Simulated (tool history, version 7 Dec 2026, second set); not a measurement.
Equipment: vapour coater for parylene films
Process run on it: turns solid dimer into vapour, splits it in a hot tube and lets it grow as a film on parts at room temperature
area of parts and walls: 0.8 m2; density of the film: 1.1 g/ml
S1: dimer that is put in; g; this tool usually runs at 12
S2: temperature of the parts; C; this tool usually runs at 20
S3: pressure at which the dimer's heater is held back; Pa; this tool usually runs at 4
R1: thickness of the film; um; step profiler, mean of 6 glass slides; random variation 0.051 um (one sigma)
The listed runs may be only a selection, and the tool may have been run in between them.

{"run": 1, "hour": 0.0, "S1": 12, "S2": 20, "S3": 4, "R1": 10.47}
{"run": 2, "hour": 47.5, "S1": 12, "S2": 26, "S3": 4, "R1": 8.29}
{"run": 3, "hour": 89.1, "S1": 12, "S2": 16, "S3": 4, "R1": 12.26}
{"run": 4, "hour": 127.4, "S1": 12, "S2": 14, "S3": 4, "R1": 13}
{"run": 5, "hour": 162.9, "S1": 12, "S2": 23, "S3": 4, "R1": 9.24}
{"run": 6, "hour": 211.1, "S1": 12, "S2": 23, "S3": 4, "R1": 9.23}
{"run": 7, "hour": 239.5, "S1": 12, "S2": 23, "S3": 4, "R1": 9.22}
{"run": 8, "hour": 267.7, "S1": 12, "S2": 23, "S3": 4, "R1": 9.22}
{"run": 9, "hour": 313.0, "S1": 12, "S2": 20, "S3": 4, "R1": 10.33}
{"run": 10, "hour": 339.9, "S1": 12, "S2": 20, "S3": 4, "R1": 10.44}
{"run": 11, "hour": 380.5, "S1": 12, "S2": 20, "S3": 4, "R1": 10.25}
{"run": 12, "hour": 426.2, "S1": 12, "S2": 20, "S3": 4, "R1": 10.25}
{"run": 13, "hour": 472.2, "S1": 5, "S2": 20, "S3": 4, "R1": 4.3}
{"run": 14, "hour": 516.9, "S1": 5, "S2": 20, "S3": 4, "R1": 4.28}
{"run": 15, "hour": 555.4, "S1": 5, "S2": 20, "S3": 4, "R1": 4.28}
{"run": 16, "hour": 584.9, "S1": 5, "S2": 20, "S3": 4, "R1": 4.3}
{"run": 17, "hour": 623.0, "S1": 5, "S2": 20, "S3": 4, "R1": 4.27}
{"run": 18, "hour": 672.9, "S1": 5, "S2": 20, "S3": 4, "R1": 4.28}
{"run": 19, "hour": 701.5, "S1": 5, "S2": 20, "S3": 4, "R1": 4.27}
{"run": 20, "hour": 722.2, "S1": 8, "S2": 20, "S3": 4, "R1": 6.77}
{"run": 21, "hour": 748.0, "S1": 8, "S2": 20, "S3": 4, "R1": 6.78}
{"run": 22, "hour": 793.1, "S1": 8, "S2": 20, "S3": 4, "R1": 6.77}
{"run": 23, "hour": 835.7, "S1": 12, "S2": 20, "S3": 11.79, "R1": 9.64}
{"run": 24, "hour": 884.9, "S1": 12, "S2": 20, "S3": 11.79, "R1": 9.58}
{"run": 25, "hour": 913.1, "S1": 17, "S2": 17, "S3": 4.45, "R1": 15.93}
{"hour": 937.0, "done": "trap's valve overhauled"}
{"run": 26, "hour": 958.7, "S1": 17, "S2": 17, "S3": 4.45, "R1": 16.63}
{"run": 27, "hour": 1005.8, "S1": 18, "S2": 25, "S3": 3.01, "R1": 13.15}
{"run": 28, "hour": 1054.5, "S1": 18, "S2": 25, "S3": 3.01, "R1": 13.21}
{"run": 29, "hour": 1097.1, "S1": 12, "S2": 30, "S3": 5.54, "R1": 6.95}
{"run": 30, "hour": 1143.9, "S1": 5, "S2": 21, "S3": 9.64, "R1": 4.02}
{"run": 31, "hour": 1191.1, "S1": 16, "S2": 29, "S3": 9.64, "R1": 9.3}
{"run": 32, "hour": 1232.4, "S1": 16, "S2": 16, "S3": 9.64, "R1": 15.25}
{"run": 33, "hour": 1271.3, "S1": 12, "S2": 20, "S3": 2.25, "R1": 10.67}
{"run": 34, "hour": 1321.4, "S1": 12, "S2": 14, "S3": 4.17, "R1": 13.06}
{"run": 35, "hour": 1353.7, "S1": 12, "S2": 14, "S3": 6.36, "R1": 12.77}
{"run": 36, "hour": 1389.3, "S1": 12, "S2": 14, "S3": 6.36, "R1": 12.78}
{"run": 37, "hour": 1431.8, "S1": 11, "S2": 20, "S3": 8.19, "R1": 9.09}
{"run": 38, "hour": 1471.7, "S1": 12, "S2": 24, "S3": 4, "R1": 8.82}
{"run": 39, "hour": 1509.4, "S1": 9, "S2": 15, "S3": 4, "R1": 9.42}
{"run": 40, "hour": 1531.9, "S1": 12, "S2": 18, "S3": 2.11, "R1": 11.42}
{"run": 41, "hour": 1552.3, "S1": 7, "S2": 15, "S3": 2.11, "R1": 7.58}
{"run": 42, "hour": 1593.2, "S1": 8, "S2": 29, "S3": 6.93, "R1": 4.66}
{"run": 43, "hour": 1642.8, "S1": 11, "S2": 22, "S3": 4, "R1": 8.59}
{"run": 44, "hour": 1677.3, "S1": 8, "S2": 13, "S3": 7.68, "R1": 8.68}
{"run": 45, "hour": 1711.9, "S1": 8, "S2": 20, "S3": 9.41, "R1": 6.42}
{"run": 46, "hour": 1743.0, "S1": 7, "S2": 18, "S3": 4.02, "R1": 6.4}

What if the next run were any one of these 3? Each begins from the tool's condition after run 46:
{"hour": 1756.8, "done": "table's thermometer calibrated"}
{"run": "A", "hour": 1793.7, "S1": 7, "S2": 18, "S3": 6.31, "R1": "?"}
{"hour": 1756.8, "done": "table's thermometer calibrated"}
{"run": "B", "hour": 1793.7, "S1": 16, "S2": 18, "S3": 3.46, "R1": "?"}
{"hour": 1756.8, "done": "table's thermometer calibrated"}
{"run": "C", "hour": 1793.7, "S1": 7, "S2": 20, "S3": 5.77, "R1": "?"}

run=A R1=6.43
run=B R1=15.17
run=C R1=5.96
Without the tool's hidden state the same runs would have given:
run=A R1=6.66
run=B R1=15.71
run=C R1=6.18

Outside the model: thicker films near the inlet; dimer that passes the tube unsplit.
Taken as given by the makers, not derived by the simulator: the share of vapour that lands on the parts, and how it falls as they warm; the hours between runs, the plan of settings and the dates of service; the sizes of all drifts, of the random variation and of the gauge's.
